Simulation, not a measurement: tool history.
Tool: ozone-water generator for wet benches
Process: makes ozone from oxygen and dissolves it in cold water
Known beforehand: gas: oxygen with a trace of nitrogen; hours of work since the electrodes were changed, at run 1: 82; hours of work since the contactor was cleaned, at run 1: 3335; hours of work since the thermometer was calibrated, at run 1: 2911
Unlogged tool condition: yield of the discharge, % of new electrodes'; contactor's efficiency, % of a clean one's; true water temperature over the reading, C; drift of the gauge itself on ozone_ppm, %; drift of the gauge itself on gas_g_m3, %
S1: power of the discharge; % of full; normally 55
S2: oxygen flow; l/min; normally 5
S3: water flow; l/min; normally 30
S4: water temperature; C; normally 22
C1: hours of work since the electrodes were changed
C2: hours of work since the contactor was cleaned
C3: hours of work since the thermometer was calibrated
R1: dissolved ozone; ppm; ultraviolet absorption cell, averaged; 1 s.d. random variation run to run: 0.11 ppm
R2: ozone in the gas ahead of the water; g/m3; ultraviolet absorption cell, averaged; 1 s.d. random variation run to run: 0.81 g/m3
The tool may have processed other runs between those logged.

run 1 hour=0 | S1=55 S2=5 S3=30 S4=22 | C1=82 C2=3335 C3=2911 | R1=8.1 R2=126.6
run 2 hour=30.9 | S1=55 S2=5 S3=20 S4=22 | C1=105 C2=3358 C3=2933 | R1=11.7 R2=126
run 3 hour=98.4 | S1=55 S2=5 S3=30 S4=22 | C1=153 C2=3406 C3=2982 | R1=8 R2=127.3
run 4 hour=165.9 | S1=55 S2=5 S3=31 S4=22 | C1=202 C2=3455 C3=3031 | R1=7.8 R2=127.7
-- hour=169.5 water thermometer calibrated
run 5 hour=214.6 | S1=55 S2=5 S3=30 S4=22 | C1=237 C2=3490 C3=33 | R1=7.9 R2=126.7
run 6 hour=264.9 | S1=55 S2=5 S3=30 S4=22 | C1=273 C2=3526 C3=69 | R1=8.1 R2=126.7
run 7 hour=314.7 | S1=55 S2=5 S3=30 S4=22 | C1=309 C2=3562 C3=105 | R1=8.2 R2=124.9
run 8 hour=375.8 | S1=55 S2=5 S3=30 S4=22 | C1=353 C2=3606 C3=149 | R1=8.1 R2=126.7
run 9 hour=434.2 | S1=55 S2=5 S3=30 S4=22 | C1=395 C2=3648 C3=191 | R1=8.1 R2=125.2
run 10 hour=499.2 | S1=55 S2=5 S3=30 S4=22 | C1=442 C2=3695 C3=238 | R1=8 R2=126
run 11 hour=552.7 | S1=55 S2=5 S3=30 S4=22 | C1=481 C2=3734 C3=276 | R1=8 R2=125.6
run 12 hour=614.1 | S1=55 S2=5 S3=30 S4=22 | C1=525 C2=3778 C3=321 | R1=8.2 R2=124.8
run 13 hour=675.7 | S1=55 S2=5 S3=30 S4=22 | C1=570 C2=3823 C3=365 | R1=7.9 R2=125.7
run 14 hour=720.8 | S1=55 S2=5 S3=30 S4=22 | C1=602 C2=3855 C3=398 | R1=8 R2=124.3
run 15 hour=762.1 | S1=55 S2=5 S3=30 S4=22 | C1=632 C2=3885 C3=428 | R1=8.2 R2=124.7
run 16 hour=813.4 | S1=55 S2=5 S3=30 S4=22 | C1=669 C2=3922 C3=465 | R1=8 R2=125.4
run 17 hour=884.6 | S1=52 S2=3.84 S3=19 S4=22 | C1=720 C2=3973 C3=516 | R1=11.5 R2=138.2
run 18 hour=937.4 | S1=40 S2=6.78 S3=19 S4=24 | C1=758 C2=4011 C3=554 | R1=8.8 R2=80.2
run 19 hour=978.7 | S1=40 S2=6.78 S3=19 S4=24 | C1=788 C2=4041 C3=584 | R1=8.7 R2=81.7
run 20 hour=1023 | S1=65 S2=7.48 S3=40 S4=26 | C1=820 C2=4073 C3=616 | R1=6.6 R2=114.2
run 21 hour=1091.5 | S1=44 S2=5.14 S3=26 S4=18 | C1=869 C2=4123 C3=665 | R1=8 R2=102.8
run 22 hour=1162.6 | S1=55 S2=7.31 S3=30 S4=14 | C1=921 C2=4174 C3=717 | R1=8.9 R2=101.8
run 23 hour=1213.1 | S1=51 S2=5 S3=30 S4=19 | C1=957 C2=4210 C3=753 | R1=7.5 R2=115.8
run 24 hour=1273.5 | S1=51 S2=5 S3=30 S4=19 | C1=1001 C2=4254 C3=796 | R1=7.6 R2=116.3
run 25 hour=1343.2 | S1=56 S2=5 S3=22 S4=19 | C1=1051 C2=4304 C3=847 | R1=11.1 R2=124.3
run 26 hour=1381.5 | S1=42 S2=5 S3=24 S4=17 | C1=1079 C2=4332 C3=874 | R1=8.4 R2=99.9
run 27 hour=1412.1 | S1=42 S2=5 S3=24 S4=17 | C1=1101 C2=4354 C3=896 | R1=8.4 R2=100.4
run 28 hour=1466.8 | S1=42 S2=5 S3=24 S4=17 | C1=1140 C2=4393 C3=936 | R1=8.4 R2=100.9
run 29 hour=1538.4 | S1=42 S2=5 S3=24 S4=17 | C1=1192 C2=4445 C3=988 | R1=8.1 R2=99.3
run 30 hour=1591 | S1=42 S2=5 S3=24 S4=17 | C1=1230 C2=4483 C3=1026 | R1=8.1 R2=99.7
run 31 hour=1654.5 | S1=42 S2=3.12 S3=24 S4=29 | C1=1276 C2=4529 C3=1071 | R1=6.8 R2=129.1
run 32 hour=1724.4 | S1=42 S2=3.12 S3=24 S4=29 | C1=1326 C2=4579 C3=1122 | R1=7 R2=129.9

Describe how what the log doesn't record of the tool's condition differs between the last listed run preceding each entry between runs and the first listed run following it.
After run 4, before run 5: water thermometer calibrated (hour 169.5)
  yield of the discharge, % of new electrodes': 99.8 -> 99.7; true water temperature over the reading, C: 0.31 -> -0.07
  measured value less the no-hidden-state value, R1: -0.3 -> -0.3 ppm; R2: -0.2 -> -0.3 g/m3

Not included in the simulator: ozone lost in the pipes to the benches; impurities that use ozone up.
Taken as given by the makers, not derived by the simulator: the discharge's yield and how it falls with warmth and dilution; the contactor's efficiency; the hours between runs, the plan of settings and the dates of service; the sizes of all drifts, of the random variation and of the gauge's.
